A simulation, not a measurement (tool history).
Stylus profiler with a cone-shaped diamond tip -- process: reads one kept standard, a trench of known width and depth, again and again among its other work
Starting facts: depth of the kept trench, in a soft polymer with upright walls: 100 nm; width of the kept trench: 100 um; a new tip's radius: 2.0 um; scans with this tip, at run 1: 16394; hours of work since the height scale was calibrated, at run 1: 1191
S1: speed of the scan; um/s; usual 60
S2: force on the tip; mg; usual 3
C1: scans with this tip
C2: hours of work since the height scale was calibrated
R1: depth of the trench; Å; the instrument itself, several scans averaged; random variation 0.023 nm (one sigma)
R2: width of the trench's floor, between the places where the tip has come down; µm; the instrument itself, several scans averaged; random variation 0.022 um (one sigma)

run 1 hour=0 | S1=60 S2=3 | C1=16394 C2=1191 | R1=1016.6 R2=98.41
run 2 hour=92.9 | S1=60 S2=3 | C1=16757 C2=1262 | R1=1016.7 R2=98.44
run 3 hour=161.6 | S1=28 S2=3 | C1=17025 C2=1315 | R1=1016.4 R2=98.61
run 4 hour=223.9 | S1=28 S2=3 | C1=17268 C2=1362 | R1=1017 R2=98.62
run 5 hour=327.2 | S1=60 S2=1.3 | C1=17672 C2=1441 | R1=1009.5 R2=98.31
run 6 hour=423 | S1=60 S2=1.3 | C1=18046 C2=1514 | R1=1009.5 R2=98.27
run 7 hour=510 | S1=60 S2=3 | C1=18386 C2=1580 | R1=1016.9 R2=98.42
run 8 hour=604 | S1=60 S2=3 | C1=18753 C2=1652 | R1=1016.6 R2=98.45
run 9 hour=666.9 | S1=60 S2=3 | C1=18999 C2=1700 | R1=1016.8 R2=98.49
run 10 hour=748.1 | S1=60 S2=3 | C1=19316 C2=1762 | R1=1016.9 R2=98.48
run 11 hour=830.3 | S1=150 S2=3 | C1=19637 C2=1825 | R1=1016.9 R2=97.97
run 12 hour=887.9 | S1=60 S2=5.56 | C1=19862 C2=1868 | R1=1025.8 R2=98.51
run 13 hour=996.7 | S1=60 S2=3 | C1=20287 C2=1951 | R1=1016.6 R2=98.47
-- hour=1007.7 height scale calibrated on a step standard
run 14 hour=1078.1 | S1=60 S2=3 | C1=20604 C2=54 | R1=1016.8 R2=98.43
run 15 hour=1184.1 | S1=88 S2=7.83 | C1=21017 C2=134 | R1=1031.5 R2=98.49
run 16 hour=1248 | S1=42 S2=1.21 | C1=21267 C2=183 | R1=1009 R2=98.4
run 17 hour=1330.1 | S1=27 S2=1.7 | C1=21588 C2=246 | R1=1011.4 R2=98.56
run 18 hour=1395.7 | S1=27 S2=1.7 | C1=21844 C2=296 | R1=1011.2 R2=98.53
run 19 hour=1514.2 | S1=102 S2=3.46 | C1=22307 C2=386 | R1=1018.4 R2=98.28
run 20 hour=1594.8 | S1=37 S2=3.86 | C1=22622 C2=448 | R1=1020.1 R2=98.6
run 21 hour=1697.3 | S1=24 S2=7.44 | C1=23023 C2=526 | R1=1031 R2=98.64
run 22 hour=1768.9 | S1=24 S2=7.44 | C1=23302 C2=581 | R1=1030.6 R2=98.67
run 23 hour=1841.4 | S1=19 S2=2.12 | C1=23585 C2=636 | R1=1013.7 R2=98.63
run 24 hour=1912.3 | S1=48 S2=6.19 | C1=23862 C2=690 | R1=1026.8 R2=98.61
run 25 hour=1979.4 | S1=156 S2=3 | C1=24124 C2=741 | R1=1016.7 R2=97.99
run 26 hour=2050.3 | S1=156 S2=3 | C1=24402 C2=795 | R1=1016.9 R2=98.03
run 27 hour=2136.2 | S1=64 S2=4.3 | C1=24737 C2=861 | R1=1021.4 R2=98.49
run 28 hour=2240.8 | S1=64 S2=4.3 | C1=25146 C2=940 | R1=1021.2 R2=98.49

Describe how what the log doesn't record of the tool's condition differs between the last listed run preceding each entry between runs and the first listed run following it.
Run 13 -> run 14: height scale calibrated on a step standard (hour 1007.7)
  height scale over the true one, %: 0.014 -> -0.002

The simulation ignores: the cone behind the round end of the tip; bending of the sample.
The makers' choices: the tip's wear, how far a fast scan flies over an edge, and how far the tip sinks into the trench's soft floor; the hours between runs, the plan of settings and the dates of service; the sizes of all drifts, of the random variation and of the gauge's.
